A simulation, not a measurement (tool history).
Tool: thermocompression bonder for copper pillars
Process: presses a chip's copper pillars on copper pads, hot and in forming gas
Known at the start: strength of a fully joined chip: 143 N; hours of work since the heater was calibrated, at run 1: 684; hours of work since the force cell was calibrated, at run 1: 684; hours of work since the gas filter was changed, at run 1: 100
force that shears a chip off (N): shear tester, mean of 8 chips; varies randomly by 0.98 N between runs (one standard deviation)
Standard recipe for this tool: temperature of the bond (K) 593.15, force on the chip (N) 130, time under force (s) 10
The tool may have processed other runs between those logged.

run	hour	temperature of the bond (K)	force on the chip (N)	time under force (s)	hours of work since the heater was calibrated	hours of work since the force cell was calibrated	hours of work since the gas filter was changed	force that shears a chip off (N)
1	0	593.15	130	10	684	684	100	81.3
2	20.8	593.15	130	10	693	693	109	79.2
3	37.6	593.15	130	10	700	700	117	79.7
4	66.3	618.15	130	10	712	712	129	99.3
5	96.4	618.15	130	10	725	725	142	98.3
6	116.2	618.15	130	10	734	734	151	97.2
# hour 121.4: heater calibrated with a thermocouple chip
7	134.9	618.15	130	10	6	741	158	97.8
8	156.2	618.15	130	10	15	750	167	96.4
9	186.5	593.15	130	10	28	764	180	78.1
10	214.1	610.15	186	14	40	776	192	112
11	244.7	610.15	186	14	53	789	206	112.5
# hour 253.1: heater calibrated with a thermocouple chip, once more
12	276.3	570.15	130	10	10	802	218	62.4
13	293.1	593.15	116	10	17	809	226	72.7
14	332.3	596.15	142	29	34	826	243	108.6
15	368.4	593.15	148	26	50	842	258	103.7
16	394.9	593.15	148	26	62	853	270	106.6
17	413.5	593.15	88	10	70	861	278	62.1
# hour 433.7: forming gas filter changed
18	435	593.15	88	10	79	870	1	68.9

What if the next run were any one of these 5? Each begins from the tool's condition after run 18:
A	459	593.15	130	30	89	881	11	?
B	459	593.15	130	25	89	881	11	?
C	459	610.15	155	10	89	881	11	?
D	459	587.15	88	7	89	881	11	?
E	459	576.15	88	6	89	881	11	?

run	force that shears a chip off (N)
A	114.6
B	111.3
C	106.1
D	55.8
E	45.9
With no hidden state in the tool, these same runs would have given:
run	force that shears a chip off (N)
A	113.9
B	110.5
C	105.3
D	54.9
E	45.1
